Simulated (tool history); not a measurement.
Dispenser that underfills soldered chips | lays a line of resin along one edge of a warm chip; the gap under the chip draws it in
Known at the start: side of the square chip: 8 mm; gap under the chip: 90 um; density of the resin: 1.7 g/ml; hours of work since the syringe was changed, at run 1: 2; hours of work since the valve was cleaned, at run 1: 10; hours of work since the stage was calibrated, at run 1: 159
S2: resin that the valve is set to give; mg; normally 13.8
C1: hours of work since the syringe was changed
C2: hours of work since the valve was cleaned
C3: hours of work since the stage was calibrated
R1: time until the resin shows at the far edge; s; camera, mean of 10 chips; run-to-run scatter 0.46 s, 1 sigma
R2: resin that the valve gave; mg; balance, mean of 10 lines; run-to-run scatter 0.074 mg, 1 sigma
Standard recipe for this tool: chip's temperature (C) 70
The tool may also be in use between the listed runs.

run 1 day=0 | chip's_temperature_(C)=70 S2=13.8 | C1=2 C2=10 C3=159 | R1=40.8 R2=13.71
-- day=0.271 new syringe of resin
run 2 day=0.575 | chip's_temperature_(C)=70 S2=15 | C1=5 C2=19 C3=169 | R1=52.4 R2=14.7
-- day=0.662 new syringe of resin
run 3 day=0.996 | chip's_temperature_(C)=70 S2=15 | C1=6 C2=26 C3=175 | R1=55.7 R2=14.61
-- day=1.062 new syringe of resin
-- day=1.45 new syringe of resin
run 4 day=1.579 | chip's_temperature_(C)=70 S2=13.8 | C1=2 C2=35 C3=185 | R1=43.2 R2=13.31
-- day=1.829 new syringe of resin
run 5 day=1.896 | chip's_temperature_(C)=70 S2=13.8 | C1=1 C2=40 C3=190 | R1=39.6 R2=13.23
-- day=2.212 new syringe of resin
run 6 day=2.308 | chip's_temperature_(C)=70 S2=13.8 | C1=2 C2=47 C3=197 | R1=41.8 R2=13.28
-- day=2.604 new syringe of resin
run 7 day=2.958 | chip's_temperature_(C)=70 S2=13.8 | C1=6 C2=58 C3=207 | R1=57.9 R2=13.18
-- day=3.008 new syringe of resin
-- day=3.383 new syringe of resin
run 8 day=3.567 | chip's_temperature_(C)=70 S2=13.8 | C1=3 C2=68 C3=217 | R1=47.4 R2=12.95
-- day=3.812 new syringe of resin
run 9 day=3.942 | chip's_temperature_(C)=70 S2=13.8 | C1=2 C2=74 C3=223 | R1=43.9 R2=12.91
-- day=4.183 new syringe of resin
run 10 day=4.471 | chip's_temperature_(C)=70 S2=13 | C1=5 C2=82 C3=232 | R1=54.6 R2=12.18
-- day=4.592 new syringe of resin
-- day=4.962 new syringe of resin
run 11 day=5.204 | chip's_temperature_(C)=70 S2=13.9 | C1=4 C2=94 C3=244 | R1=49.5 R2=12.94
-- day=5.367 new syringe of resin
-- day=5.746 new syringe of resin
run 12 day=5.762 | chip's_temperature_(C)=71 S2=14.2 | C1=0 C2=103 C3=253 | R1=35.9 R2=12.98
-- day=5.979 dispensing valve cleaned and set on the balance
-- day=6.171 new syringe of resin
run 13 day=6.512 | chip's_temperature_(C)=68 S2=13.4 | C1=6 C2=9 C3=265 | R1=63.1 R2=13.33
-- day=6.588 new syringe of resin
run 14 day=6.879 | chip's_temperature_(C)=68 S2=13.4 | C1=5 C2=15 C3=271 | R1=56.7 R2=13.28
-- day=6.975 new syringe of resin
run 15 day=7.3 | chip's_temperature_(C)=68 S2=13.4 | C1=6 C2=22 C3=278 | R1=58.5 R2=13.21
-- day=7.367 new syringe of resin
-- day=7.738 new syringe of resin
run 16 day=7.908 | chip's_temperature_(C)=68 S2=13.4 | C1=3 C2=31 C3=287 | R1=50.2 R2=13.03
-- day=8.125 new syringe of resin
run 17 day=8.242 | chip's_temperature_(C)=68 S2=13.4 | C1=2 C2=37 C3=293 | R1=46.8 R2=12.98
-- day=8.517 new syringe of resin
run 18 day=8.771 | chip's_temperature_(C)=65 S2=13.4 | C1=4 C2=46 C3=301 | R1=59.3 R2=12.85
-- day=8.892 new syringe of resin
-- day=9.3 new syringe of resin
run 19 day=9.367 | chip's_temperature_(C)=73 S2=16.5 | C1=1 C2=55 C3=311 | R1=36.1 R2=15.83

Each row is a separate what-if for the run after 19, all from the same tool condition, not one after another. Results?
-- day=9.696 new syringe of resin
-- day=10.083 new syringe of resin
run A day=10.083 | chip's_temperature_(C)=60 S2=13.8 | C1=0 C2=67 C3=323 | R1=? R2=?
-- day=9.696 new syringe of resin
-- day=10.083 new syringe of resin
run B day=10.083 | chip's_temperature_(C)=69 S2=14 | C1=0 C2=67 C3=323 | R1=? R2=?
-- day=9.696 new syringe of resin
-- day=10.083 new syringe of resin
run C day=10.083 | chip's_temperature_(C)=70 S2=13.1 | C1=0 C2=67 C3=323 | R1=? R2=?
-- day=9.696 new syringe of resin
-- day=10.083 new syringe of resin
run D day=10.083 | chip's_temperature_(C)=70 S2=13.4 | C1=0 C2=67 C3=323 | R1=? R2=?
-- day=9.696 new syringe of resin
-- day=10.083 new syringe of resin
run E day=10.083 | chip's_temperature_(C)=67 S2=14.3 | C1=0 C2=67 C3=323 | R1=? R2=?

run=A R1=52.9 R2=13.18
run=B R1=37.3 R2=13.37
run=C R1=38.1 R2=12.4
run=D R1=37.7 R2=12.68
run=E R1=40.1 R2=13.44
What these runs would have given with no unlogged condition in the tool:
run=A R1=49.5 R2=13.89
run=B R1=34.9 R2=14.1
run=C R1=35.6 R2=13.08
run=D R1=35.3 R2=13.37
run=E R1=37.6 R2=14.18
